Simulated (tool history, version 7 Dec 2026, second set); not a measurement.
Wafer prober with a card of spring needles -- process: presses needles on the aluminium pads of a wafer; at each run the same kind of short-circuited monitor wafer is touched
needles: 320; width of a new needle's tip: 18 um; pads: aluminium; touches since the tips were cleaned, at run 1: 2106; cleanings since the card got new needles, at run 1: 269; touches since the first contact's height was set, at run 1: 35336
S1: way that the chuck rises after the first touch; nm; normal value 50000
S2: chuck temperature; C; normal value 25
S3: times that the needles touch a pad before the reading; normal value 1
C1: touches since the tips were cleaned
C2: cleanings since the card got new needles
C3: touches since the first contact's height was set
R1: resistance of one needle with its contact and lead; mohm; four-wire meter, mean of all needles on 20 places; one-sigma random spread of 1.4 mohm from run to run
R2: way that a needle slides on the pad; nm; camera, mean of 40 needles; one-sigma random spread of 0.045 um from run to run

Run 1, day 0.000: usual settings; C1 2106; C2 269; C3 35336. Result: R1 179 mohm, R2 10910 nm.
At day 0.092: tips cleaned on abrasive film.
At day 0.267: tips cleaned on abrasive film.
At day 0.442: tips cleaned on abrasive film.
At day 0.658: tips cleaned on abrasive film.
At day 0.879: tips cleaned on abrasive film.
At day 1.096: tips cleaned on abrasive film.
At day 1.317: tips cleaned on abrasive film.
Run 2, day 1.425: usual settings; C1 1852; C2 276; C3 58862. Result: R1 178 mohm, R2 10790 nm.
At day 1.517: tips cleaned on abrasive film.
At day 1.733: tips cleaned on abrasive film.
At day 1.912: tips cleaned on abrasive film.
At day 2.088: tips cleaned on abrasive film.
At day 2.262: tips cleaned on abrasive film.
At day 2.471: tips cleaned on abrasive film.
Run 3, day 2.471: usual settings; C1 0; C2 282; C3 76064. Result: R1 135 mohm, R2 10780 nm.
At day 2.650: tips cleaned on abrasive film.
At day 2.867: tips cleaned on abrasive film.
At day 3.088: tips cleaned on abrasive film.
At day 3.296: tips cleaned on abrasive film.
Run 4, day 3.296: usual settings; C1 0; C2 286; C3 89673. Result: R1 135 mohm, R2 10710 nm.
At day 3.475: tips cleaned on abrasive film.
At day 3.692: tips cleaned on abrasive film.
At day 3.912: tips cleaned on abrasive film.
At day 4.088: tips cleaned on abrasive film.
At day 4.304: tips cleaned on abrasive film.
At day 4.479: tips cleaned on abrasive film.
At day 4.658: tips cleaned on abrasive film.
At day 4.833: tips cleaned on abrasive film.
Run 5, day 4.892: usual settings; C1 1030; C2 294; C3 115988. Result: R1 164 mohm, R2 10730 nm.
At day 5.025: tips cleaned on abrasive film.
At day 5.200: tips cleaned on abrasive film.
At day 5.300: height of the first contact set anew.
At day 5.392: tips cleaned on abrasive film.
At day 5.608: tips cleaned on abrasive film.
At day 5.783: tips cleaned on abrasive film.
At day 6.004: tips cleaned on abrasive film.
Run 6, day 6.104: usual settings but S3 2; C1 1723; C2 300; C3 13282. Result: R1 162 mohm, R2 10340 nm.
At day 6.196: tips cleaned on abrasive film.
At day 6.371: tips cleaned on abrasive film.
At day 6.592: tips cleaned on abrasive film.
At day 6.767: tips cleaned on abrasive film.
At day 6.942: tips cleaned on abrasive film.
At day 7.117: tips cleaned on abrasive film.
At day 7.338: tips cleaned on abrasive film.
At day 7.554: tips cleaned on abrasive film.
Run 7, day 7.708: usual settings but S3 2; C1 2589; C2 308; C3 39712. Result: R1 175 mohm, R2 10240 nm.
At day 7.754: tips cleaned on abrasive film.
At day 7.975: tips cleaned on abrasive film.
At day 8.150: tips cleaned on abrasive film.
At day 8.325: tips cleaned on abrasive film.
At day 8.546: tips cleaned on abrasive film.
At day 8.762: tips cleaned on abrasive film.
At day 8.938: tips cleaned on abrasive film.
Run 8, day 9.108: usual settings but S3 2; C1 2875; C2 315; C3 62816. Result: R1 181 mohm, R2 10180 nm.
At day 9.158: tips cleaned on abrasive film.
At day 9.333: tips cleaned on abrasive film.
At day 9.508: tips cleaned on abrasive film.
At day 9.725: tips cleaned on abrasive film.
At day 9.946: tips cleaned on abrasive film.
Run 9, day 10.108: usual settings but S3 2; C1 2719; C2 320; C3 79261. Result: R1 179 mohm, R2 10100 nm.
At day 10.154: tips cleaned on abrasive film.
At day 10.329: tips cleaned on abrasive film.
At day 10.550: tips cleaned on abrasive film.
At day 10.725: tips cleaned on abrasive film.
At day 10.942: tips cleaned on abrasive film.
At day 11.117: tips cleaned on abrasive film.
At day 11.296: tips cleaned on abrasive film.
At day 11.471: tips cleaned on abrasive film.
At day 11.688: tips cleaned on abrasive film.
Run 10, day 11.742: usual settings but S3 2; C1 874; C2 329; C3 106143. Result: R1 150 mohm, R2 10020 nm.
At day 11.875: tips cleaned on abrasive film.
At day 12.092: tips cleaned on abrasive film.
At day 12.312: tips cleaned on abrasive film.
At day 12.488: tips cleaned on abrasive film.
At day 12.704: tips cleaned on abrasive film.
At day 12.762: height of the first contact set anew.
At day 12.892: tips cleaned on abrasive film.
At day 13.112: tips cleaned on abrasive film.
At day 13.288: tips cleaned on abrasive film.
Run 11, day 13.438: usual settings but S2 26 C; C1 2507; C2 337; C3 11176. Result: R1 193 mohm, R2 10990 nm.
At day 13.483: tips cleaned on abrasive film.
At day 13.538: height of the first contact set anew, once more.
At day 13.671: tips cleaned on abrasive film.
At day 13.892: tips cleaned on abrasive film.
At day 14.108: tips cleaned on abrasive film.
Run 12, day 14.183: usual settings but S1 49000 nm, S2 30 C, S3 2; C1 1279; C2 341; C3 10671. Result: R1 155 mohm, R2 10840 nm.
At day 14.317: tips cleaned on abrasive film.
At day 14.496: tips cleaned on abrasive film.
At day 14.671: tips cleaned on abrasive film.
At day 14.888: tips cleaned on abrasive film.
Run 13, day 15.042: usual settings but S1 54000 nm, S2 30 C, S3 2; C1 2550; C2 345; C3 24781. Result: R1 164 mohm, R2 11810 nm.
At day 15.088: tips cleaned on abrasive film.
At day 15.304: tips cleaned on abrasive film.
At day 15.525: tips cleaned on abrasive film.
At day 15.742: tips cleaned on abrasive film.
At day 15.962: tips cleaned on abrasive film.
At day 16.138: tips cleaned on abrasive film.
At day 16.354: tips cleaned on abrasive film.
Run 14, day 16.417: usual settings but S1 54000 nm, S2 30 C, S3 2; C1 1006; C2 352; C3 47461. Result: R1 146 mohm, R2 11860 nm.
At day 16.550: tips cleaned on abrasive film.
At day 16.767: tips cleaned on abrasive film.
At day 16.942: tips cleaned on abrasive film.
At day 17.162: tips cleaned on abrasive film.
At day 17.379: tips cleaned on abrasive film.
At day 17.600: tips cleaned on abrasive film.
At day 17.775: tips cleaned on abrasive film.
At day 17.950: tips cleaned on abrasive film.
Run 15, day 17.958: usual settings but S1 54000 nm, S2 30 C, S3 2; C1 111; C2 360; C3 72859. Result: R1 128 mohm, R2 11680 nm.
At day 18.133: tips cleaned on abrasive film.
At day 18.350: tips cleaned on abrasive film.
At day 18.529: tips cleaned on abrasive film.
At day 18.746: tips cleaned on abrasive film.
At day 18.921: tips cleaned on abrasive film.
At day 19.096: tips cleaned on abrasive film.
Run 16, day 19.262: usual settings but S1 63000 nm, S2 38 C; C1 2769; C2 366; C3 94415. Result: R1 175 mohm, R2 13650 nm.
At day 19.308: tips cleaned on abrasive film.
At day 19.483: tips cleaned on abrasive film.
At day 19.704: tips cleaned on abrasive film.
At day 19.879: tips cleaned on abrasive film.
At day 20.054: tips cleaned on abrasive film.
At day 20.275: tips cleaned on abrasive film.
At day 20.450: tips cleaned on abrasive film.
At day 20.667: tips cleaned on abrasive film.
At day 20.888: tips cleaned on abrasive film.
At day 20.983: height of the first contact set anew.
Run 17, day 21.000: usual settings but S1 44000 nm; C1 1701; C2 375; C3 256. Result: R1 194 mohm, R2 9660 nm.
At day 21.092: tips cleaned on abrasive film.
At day 21.267: tips cleaned on abrasive film.
At day 21.442: tips cleaned on abrasive film.
At day 21.617: tips cleaned on abrasive film.
At day 21.792: tips cleaned on abrasive film.
Run 18, day 21.921: usual settings but S1 56000 nm, S2 66 C; C1 2169; C2 380; C3 15431. Result: R1 177 mohm, R2 12350 nm.
At day 22.008: tips cleaned on abrasive film.
At day 22.229: tips cleaned on abrasive film.
At day 22.404: tips cleaned on abrasive film.
At day 22.621: tips cleaned on abrasive film.
At day 22.842: tips cleaned on abrasive film.
At day 23.017: tips cleaned on abrasive film.
At day 23.233: tips cleaned on abrasive film.
At day 23.412: tips cleaned on abrasive film.
Run 19, day 23.579: usual settings but S1 56000 nm, S2 66 C; C1 2803; C2 388; C3 42737. Result: R1 195 mohm, R2 12260 nm.
At day 23.625: tips cleaned on abrasive film.
At day 23.800: tips cleaned on abrasive film.
At day 23.975: tips cleaned on abrasive film.
At day 24.196: tips cleaned on abrasive film.
At day 24.371: tips cleaned on abrasive film.
At day 24.588: tips cleaned on abrasive film.
At day 24.808: tips cleaned on abrasive film.
Run 20, day 24.925: usual settings but S1 36000 nm, S2 28 C, S3 2; C1 2012; C2 395; C3 64978. Result: R1 216 mohm, R2 7760 nm.
At day 25.017: tips cleaned on abrasive film.
At day 25.192: tips cleaned on abrasive film.
At day 25.412: tips cleaned on abrasive film.
At day 25.629: tips cleaned on abrasive film.
At day 25.804: tips cleaned on abrasive film.
At day 26.025: tips cleaned on abrasive film.
Run 21, day 26.071: usual settings but S1 47000 nm, S2 79 C, S3 2; C1 753; C2 401; C3 83792. Result: R1 160 mohm, R2 10140 nm.

4 ways to go on from here, each from the tool as it stands after run 21. What would each give?
At day 26.200: tips cleaned on abrasive film.
At day 26.421: tips cleaned on abrasive film.
At day 26.596: tips cleaned on abrasive film.
At day 26.817: tips cleaned on abrasive film.
At day 27.033: tips cleaned on abrasive film.
At day 27.208: tips cleaned on abrasive film.
At day 27.429: tips cleaned on abrasive film.
Run A, day 27.562: usual settings but S1 44000 nm, S2 90 C, S3 2; C1 2280; C2 408; C3 108458. Result: R1 ?, R2 ?.
At day 26.200: tips cleaned on abrasive film.
At day 26.421: tips cleaned on abrasive film.
At day 26.596: tips cleaned on abrasive film.
At day 26.817: tips cleaned on abrasive film.
At day 27.033: tips cleaned on abrasive film.
At day 27.208: tips cleaned on abrasive film.
At day 27.429: tips cleaned on abrasive film.
Run B, day 27.562: usual settings but S2 47 C, S3 2; C1 2280; C2 408; C3 108458. Result: R1 ?, R2 ?.
At day 26.200: tips cleaned on abrasive film.
At day 26.421: tips cleaned on abrasive film.
At day 26.596: tips cleaned on abrasive film.
At day 26.817: tips cleaned on abrasive film.
At day 27.033: tips cleaned on abrasive film.
At day 27.208: tips cleaned on abrasive film.
At day 27.429: tips cleaned on abrasive film.
Run C, day 27.562: usual settings but S1 45000 nm, S2 61 C, S3 2; C1 2280; C2 408; C3 108458. Result: R1 ?, R2 ?.
At day 26.200: tips cleaned on abrasive film.
At day 26.421: tips cleaned on abrasive film.
At day 26.596: tips cleaned on abrasive film.
At day 26.817: tips cleaned on abrasive film.
At day 27.033: tips cleaned on abrasive film.
At day 27.208: tips cleaned on abrasive film.
At day 27.429: tips cleaned on abrasive film.
Run D, day 27.562: usual settings but S1 37000 nm, S2 88 C, S3 2; C1 2280; C2 408; C3 108458. Result: R1 ?, R2 ?.

run   R1     R2
  A  203   9390
  B  174  10730
  C  195   9580
  D  231   7840
Stripped of hidden state, with their random variation kept, the same runs would have yielded:
run   R1     R2
  A  138   9740
  B  121  11090
  C  131   9930
  D  141   8190

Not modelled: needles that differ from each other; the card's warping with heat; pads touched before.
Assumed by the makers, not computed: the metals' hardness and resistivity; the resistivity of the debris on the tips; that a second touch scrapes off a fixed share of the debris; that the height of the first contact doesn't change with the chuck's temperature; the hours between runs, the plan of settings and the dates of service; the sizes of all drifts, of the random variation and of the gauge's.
